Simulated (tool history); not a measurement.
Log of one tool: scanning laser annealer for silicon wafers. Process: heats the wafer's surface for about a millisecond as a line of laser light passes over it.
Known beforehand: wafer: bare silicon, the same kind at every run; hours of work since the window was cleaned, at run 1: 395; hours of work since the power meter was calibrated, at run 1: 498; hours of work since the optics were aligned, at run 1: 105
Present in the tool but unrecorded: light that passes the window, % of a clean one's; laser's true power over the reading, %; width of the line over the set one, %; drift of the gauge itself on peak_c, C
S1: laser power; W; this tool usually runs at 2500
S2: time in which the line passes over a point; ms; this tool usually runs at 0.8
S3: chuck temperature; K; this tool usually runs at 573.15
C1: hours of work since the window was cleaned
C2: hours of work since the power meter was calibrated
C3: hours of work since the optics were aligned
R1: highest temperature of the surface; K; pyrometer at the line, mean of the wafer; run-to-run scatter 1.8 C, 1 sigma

run 1 hour=0 | S1=2500 S2=0.8 S3=573.15 | C1=395 C2=498 C3=105 | R1=1306.15
run 2 hour=38.1 | S1=2500 S2=0.8 S3=573.15 | C1=425 C2=527 C3=134 | R1=1303.15
run 3 hour=54.4 | S1=2500 S2=0.8 S3=573.15 | C1=437 C2=540 C3=146 | R1=1299.15
run 4 hour=91.2 | S1=2500 S2=0.8 S3=573.15 | C1=465 C2=568 C3=174 | R1=1297.15
run 5 hour=109.2 | S1=2500 S2=0.572 S3=573.15 | C1=479 C2=582 C3=188 | R1=1201.15
run 6 hour=138.1 | S1=2500 S2=0.572 S3=573.15 | C1=501 C2=604 C3=210 | R1=1198.15
run 7 hour=165.4 | S1=2500 S2=0.8 S3=573.15 | C1=522 C2=625 C3=231 | R1=1294.15
run 8 hour=189.9 | S1=2734 S2=0.679 S3=577.15 | C1=541 C2=643 C3=250 | R1=1329.15
run 9 hour=209.1 | S1=2734 S2=0.679 S3=577.15 | C1=555 C2=658 C3=264 | R1=1329.15
run 10 hour=239.9 | S1=2734 S2=0.679 S3=577.15 | C1=579 C2=681 C3=288 | R1=1329.15
-- hour=248.6 optics aligned, line set to its width
run 11 hour=261.5 | S1=2734 S2=0.679 S3=577.15 | C1=592 C2=694 C3=10 | R1=1322.15
run 12 hour=301.8 | S1=2734 S2=0.679 S3=577.15 | C1=622 C2=725 C3=41 | R1=1320.15
run 13 hour=320 | S1=2264 S2=0.901 S3=588.15 | C1=636 C2=739 C3=55 | R1=1248.15
run 14 hour=354.8 | S1=2264 S2=0.901 S3=588.15 | C1=663 C2=766 C3=81 | R1=1249.15

Below are 3 alternative next runs, each starting from the tool's condition after run 14. Predict each:
run A hour=390.8 | S1=2194 S2=0.819 S3=598.15 | C1=690 C2=793 C3=109 | R1=?
run B hour=390.8 | S1=2140 S2=0.955 S3=588.15 | C1=690 C2=793 C3=109 | R1=?
run C hour=390.8 | S1=2500 S2=0.8 S3=608.15 | C1=690 C2=793 C3=109 | R1=?

run=A R1=1209.15
run=B R1=1221.15
run=C R1=1317.15
The same runs, with their run-to-run variation unchanged, on a tool lacking any hidden condition would have given:
run=A R1=1245.15
run=B R1=1258.15
run=C R1=1359.15
